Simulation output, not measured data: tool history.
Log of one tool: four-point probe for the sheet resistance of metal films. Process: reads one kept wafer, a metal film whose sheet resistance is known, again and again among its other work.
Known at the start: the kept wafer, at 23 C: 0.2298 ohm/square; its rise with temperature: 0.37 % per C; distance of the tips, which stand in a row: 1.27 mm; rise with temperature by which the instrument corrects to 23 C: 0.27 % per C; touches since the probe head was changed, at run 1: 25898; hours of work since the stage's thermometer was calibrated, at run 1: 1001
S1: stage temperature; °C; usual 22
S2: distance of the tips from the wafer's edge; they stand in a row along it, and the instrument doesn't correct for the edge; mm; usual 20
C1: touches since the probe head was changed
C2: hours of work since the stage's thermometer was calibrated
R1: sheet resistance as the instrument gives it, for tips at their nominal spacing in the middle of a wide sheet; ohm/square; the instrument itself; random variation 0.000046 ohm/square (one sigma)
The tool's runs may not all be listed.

| run | hour | S1 | S2 | C1 | C2 | R1 |
|---|---|---|---|---|---|---|
| 1 | 0.0 | 22 | 20 | 25898 | 1001 | 0.230738 |
| 2 | 26.3 | 22 | 20 | 26910 | 1020 | 0.230772 |
| 3 | 51.7 | 22 | 20 | 27888 | 1039 | 0.230726 |
| 4 | 78.9 | 22 | 20 | 28938 | 1059 | 0.230699 |
| 5 | 100.0 | 22 | 20 | 29750 | 1074 | 0.230768 |
| 6 | 114.3 | 22 | 20 | 30300 | 1085 | 0.230839 |
| 7 | 141.3 | 22 | 67 | 31341 | 1105 | 0.230250 |
| 8 | 164.7 | 22 | 57 | 32243 | 1122 | 0.230330 |
| 9 | 191.5 | 22 | 57 | 33276 | 1142 | 0.230354 |
| 10 | 205.2 | 22 | 13 | 33803 | 1152 | 0.231536 |
| 11 | 223.4 | 22 | 13 | 34503 | 1165 | 0.231636 |
| 12 | 243.9 | 22 | 13 | 35293 | 1180 | 0.231562 |
| 13 | 273.3 | 26 | 20 | 36427 | 1202 | 0.231852 |
| 14 | 299.4 | 25 | 20 | 37432 | 1221 | 0.231496 |
| 15 | 318.1 | 22 | 20 | 38154 | 1235 | 0.230934 |
|  | 321.2 | stage's thermometer calibrated |
| 16 | 347.0 | 22 | 20 | 39249 | 19 | 0.230778 |
| 17 | 376.8 | 22 | 20 | 40394 | 41 | 0.230869 |
|  | 402.6 | stage's thermometer calibrated, once more |
| 18 | 403.1 | 18 | 20 | 41390 | 0 | 0.230332 |
| 19 | 425.6 | 18 | 20 | 42255 | 17 | 0.230318 |
| 20 | 452.7 | 29 | 20 | 43301 | 37 | 0.232938 |
| 21 | 482.0 | 29 | 20 | 44428 | 59 | 0.232857 |
| 22 | 504.8 | 22 | 20 | 45309 | 75 | 0.231363 |
| 23 | 534.5 | 22 | 20 | 46450 | 97 | 0.231342 |
| 24 | 550.4 | 30 | 5 | 47062 | 109 | 0.240430 |
| 25 | 578.6 | 26 | 3 | 48149 | 130 | 0.252002 |
| 26 | 603.9 | 26 | 7 | 49126 | 149 | 0.235796 |
| 27 | 623.2 | 24 | 7 | 49868 | 163 | 0.235403 |
| 28 | 646.5 | 28 | 39 | 50764 | 180 | 0.232337 |
| 29 | 670.1 | 21 | 8 | 51676 | 197 | 0.233827 |
| 30 | 687.9 | 21 | 8 | 52362 | 211 | 0.233792 |
| 31 | 711.5 | 22 | 9 | 53271 | 228 | 0.233411 |
| 32 | 727.3 | 22 | 7 | 53878 | 240 | 0.234998 |
| 33 | 747.0 | 35 | 3 | 54638 | 254 | 0.254182 |
| 34 | 776.1 | 27 | 11 | 55758 | 276 | 0.233795 |
| 35 | 799.7 | 22 | 42 | 56669 | 293 | 0.231176 |
| 36 | 827.3 | 35 | 66 | 57730 | 313 | 0.233980 |
| 37 | 856.3 | 20 | 46 | 58848 | 335 | 0.230711 |
| 38 | 878.1 | 20 | 46 | 59689 | 351 | 0.230707 |
| 39 | 900.6 | 25 | 3 | 60557 | 367 | 0.251988 |
| 40 | 914.2 | 31 | 3 | 61081 | 377 | 0.253543 |
| 41 | 933.6 | 23 | 6 | 61827 | 392 | 0.236814 |
| 42 | 959.6 | 20 | 22 | 62827 | 411 | 0.231158 |
| 43 | 989.4 | 20 | 22 | 63976 | 433 | 0.231170 |
| 44 | 1006.0 | 20 | 22 | 64616 | 445 | 0.231117 |
| 45 | 1031.5 | 20 | 22 | 65600 | 464 | 0.231212 |

Some steps in R1 between neighbouring runs. How much of each would the tool show without its hidden state too (settings, what came in, random variation), and how much is left for the hidden state, with any gauge scatter that isn't in both results?
The hidden state here: inner tips' distance over the nominal, %; tips' flats over new ones', %; wafer's true temperature over the reading, C; drift of the gauge itself on sheet_ohm, %.
Run 17 -> 18: S1 22 -> 18, stage's thermometer calibrated, once more. R1 -0.000537 ohm/square: hidden state +0.000350, all else -0.000887.
Run 32 -> 33: S1 22 -> 35, S2 7 -> 3. R1 +0.019184 ohm/square: hidden state +0.000124, all else +0.019060.
Run 33 -> 34: S1 35 -> 27, S2 3 -> 11. R1 -0.020387 ohm/square: hidden state -0.000092, all else -0.020295.
Run 38 -> 39: S1 20 -> 25, S2 46 -> 3. R1 +0.021281 ohm/square: hidden state +0.000148, all else +0.021133.

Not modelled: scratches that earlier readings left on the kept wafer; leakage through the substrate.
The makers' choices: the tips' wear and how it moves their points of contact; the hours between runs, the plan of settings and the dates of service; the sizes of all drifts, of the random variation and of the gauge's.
